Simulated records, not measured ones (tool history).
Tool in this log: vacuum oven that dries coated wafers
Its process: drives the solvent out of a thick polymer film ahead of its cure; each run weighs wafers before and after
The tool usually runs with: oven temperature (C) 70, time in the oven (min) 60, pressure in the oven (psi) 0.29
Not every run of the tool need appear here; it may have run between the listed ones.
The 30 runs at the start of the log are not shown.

Run 31, hour 1783.9: usual settings but oven temperature (C) 59, time in the oven (min) 79, pressure in the oven (psi) 0.186. Result: solvent left in the film (%) 5.86.
Run 32, hour 1833.1: usual settings but oven temperature (C) 76, time in the oven (min) 76, pressure in the oven (psi) 0.36. Result: solvent left in the film (%) 1.11.
Run 33, hour 1911.2: usual settings but oven temperature (C) 79, pressure in the oven (psi) 0.149. Result: solvent left in the film (%) 0.66.
Run 34, hour 1945.9: usual settings but oven temperature (C) 79, time in the oven (min) 56, pressure in the oven (psi) 0.196. Result: solvent left in the film (%) 0.8.
Run 35, hour 2003.4: usual settings but oven temperature (C) 79, time in the oven (min) 56, pressure in the oven (psi) 0.213. Result: solvent left in the film (%) 0.87.
Run 36, hour 2053: usual settings but oven temperature (C) 84, time in the oven (min) 56, pressure in the oven (psi) 0.41. Result: solvent left in the film (%) 0.88.
Run 37, hour 2087.2: usual settings but oven temperature (C) 69, time in the oven (min) 36, pressure in the oven (psi) 0.98. Result: solvent left in the film (%) 7.61.
Run 38, hour 2124.7: usual settings but oven temperature (C) 72, pressure in the oven (psi) 0.463. Result: solvent left in the film (%) 2.7.
Run 39, hour 2174.2: usual settings but oven temperature (C) 55. Result: solvent left in the film (%) 9.86.
Run 40, hour 2208.2: usual settings but oven temperature (C) 68, time in the oven (min) 34, pressure in the oven (psi) 0.854. Result: solvent left in the film (%) 7.97.
Run 41, hour 2260.7: usual settings but oven temperature (C) 75, pressure in the oven (psi) 0.563. Result: solvent left in the film (%) 2.2.
Run 42, hour 2304.1: usual settings but oven temperature (C) 75, pressure in the oven (psi) 0.563. Result: solvent left in the film (%) 2.14.
At hour 2352.4: oven's thermocouples calibrated.
Run 43, hour 2352.6: usual settings but oven temperature (C) 75, pressure in the oven (psi) 0.268. Result: solvent left in the film (%) 1.64.
Run 44, hour 2406.4: usual settings but oven temperature (C) 72, time in the oven (min) 37, pressure in the oven (psi) 0.856. Result: solvent left in the film (%) 5.89.
Run 45, hour 2463.6: usual settings but oven temperature (C) 82, time in the oven (min) 37, pressure in the oven (psi) 0.187. Result: solvent left in the film (%) 1.07.
Run 46, hour 2521.7: usual settings but oven temperature (C) 82, time in the oven (min) 37, pressure in the oven (psi) 0.447. Result: solvent left in the film (%) 1.59.

Below are 4 alternative next runs, each starting from the tool's condition after run 46. Predict each:
Run A, hour 2600.3: usual settings but time in the oven (min) 46. Result: solvent left in the film (%) ?.
Run B, hour 2600.3: usual settings but oven temperature (C) 82, time in the oven (min) 37, pressure in the oven (psi) 0.751. Result: solvent left in the film (%) ?.
Run C, hour 2600.3: usual settings but pressure in the oven (psi) 0.225. Result: solvent left in the film (%) ?.
Run D, hour 2600.3: usual settings but time in the oven (min) 40. Result: solvent left in the film (%) ?.

run  solvent left in the film (%)
  A                          4.13
  B                          2.26
  C                          2.84
  D                          4.59
Had the tool no hidden state, the same runs would have come out as:
run  solvent left in the film (%)
  A                          4.01
  B                          2.14
  C                          2.67
  D                           4.5

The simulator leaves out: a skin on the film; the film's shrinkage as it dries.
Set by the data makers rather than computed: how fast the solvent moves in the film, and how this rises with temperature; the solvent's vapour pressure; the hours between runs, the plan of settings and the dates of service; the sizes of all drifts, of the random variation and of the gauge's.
